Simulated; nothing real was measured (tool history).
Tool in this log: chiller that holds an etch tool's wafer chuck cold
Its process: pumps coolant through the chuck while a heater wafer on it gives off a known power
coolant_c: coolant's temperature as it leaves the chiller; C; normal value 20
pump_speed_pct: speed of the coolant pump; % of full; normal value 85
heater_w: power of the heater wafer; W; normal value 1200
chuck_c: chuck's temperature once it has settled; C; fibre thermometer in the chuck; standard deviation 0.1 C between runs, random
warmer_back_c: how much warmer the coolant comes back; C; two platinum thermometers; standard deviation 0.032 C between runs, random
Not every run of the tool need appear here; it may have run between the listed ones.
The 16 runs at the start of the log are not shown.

run 17 hour=2051.8 | coolant_c=20 pump_speed_pct=85 heater_w=1700 | chuck_c=37.0 warmer_back_c=5.57
run 18 hour=2251.0 | coolant_c=20 pump_speed_pct=85 heater_w=1700 | chuck_c=37.1 warmer_back_c=5.61
run 19 hour=2416.9 | coolant_c=20 pump_speed_pct=85 heater_w=1700 | chuck_c=37.3 warmer_back_c=5.57
run 20 hour=2616.2 | coolant_c=22 pump_speed_pct=96 heater_w=1700 | chuck_c=38.3 warmer_back_c=4.93
run 21 hour=2718.3 | coolant_c=22 pump_speed_pct=88 heater_w=1700 | chuck_c=39.2 warmer_back_c=5.48
run 22 hour=2852.3 | coolant_c=22 pump_speed_pct=88 heater_w=1700 | chuck_c=39.2 warmer_back_c=5.46
-- hour=2975.5 coolant pump overhauled, once more
run 23 hour=2975.5 | coolant_c=12 pump_speed_pct=69 heater_w=797 | chuck_c=21.1 warmer_back_c=3.00
run 24 hour=3136.8 | coolant_c=20 pump_speed_pct=85 heater_w=1521 | chuck_c=35.2 warmer_back_c=4.54
run 25 hour=3331.8 | coolant_c=22 pump_speed_pct=80 heater_w=1200 | chuck_c=34.6 warmer_back_c=3.88
run 26 hour=3442.3 | coolant_c=23 pump_speed_pct=86 heater_w=915 | chuck_c=32.3 warmer_back_c=2.70
run 27 hour=3591.6 | coolant_c=13 pump_speed_pct=64 heater_w=1429 | chuck_c=30.0 warmer_back_c=5.91
run 28 hour=3715.6 | coolant_c=13 pump_speed_pct=64 heater_w=959 | chuck_c=24.6 warmer_back_c=3.98
run 29 hour=3811.7 | coolant_c=13 pump_speed_pct=90 heater_w=1185 | chuck_c=24.7 warmer_back_c=3.45
run 30 hour=3971.1 | coolant_c=26 pump_speed_pct=90 heater_w=1185 | chuck_c=37.9 warmer_back_c=3.43
-- hour=4068.8 chiller's thermometer calibrated
run 31 hour=4133.3 | coolant_c=21 pump_speed_pct=69 heater_w=826 | chuck_c=30.2 warmer_back_c=3.22

Below are 4 alternative next runs, each starting from the tool's condition after run 31. Predict each:
run A hour=4340.9 | coolant_c=21 pump_speed_pct=71 heater_w=826 | chuck_c=? warmer_back_c=?
run B hour=4340.9 | coolant_c=21 pump_speed_pct=69 heater_w=920 | chuck_c=? warmer_back_c=?
run C hour=4340.9 | coolant_c=20 pump_speed_pct=82 heater_w=1200 | chuck_c=? warmer_back_c=?
run D hour=4340.9 | coolant_c=22 pump_speed_pct=85 heater_w=627 | chuck_c=? warmer_back_c=?

run=A chuck_c=30.2 warmer_back_c=3.09
run=B chuck_c=31.2 warmer_back_c=3.54
run=C chuck_c=32.2 warmer_back_c=3.84
run=D chuck_c=28.3 warmer_back_c=1.94
Had the tool no hidden state, the same runs would have come out as:
run=A chuck_c=29.5 warmer_back_c=3.01
run=B chuck_c=30.5 warmer_back_c=3.44
run=C chuck_c=31.3 warmer_back_c=3.74
run=D chuck_c=27.8 warmer_back_c=1.89
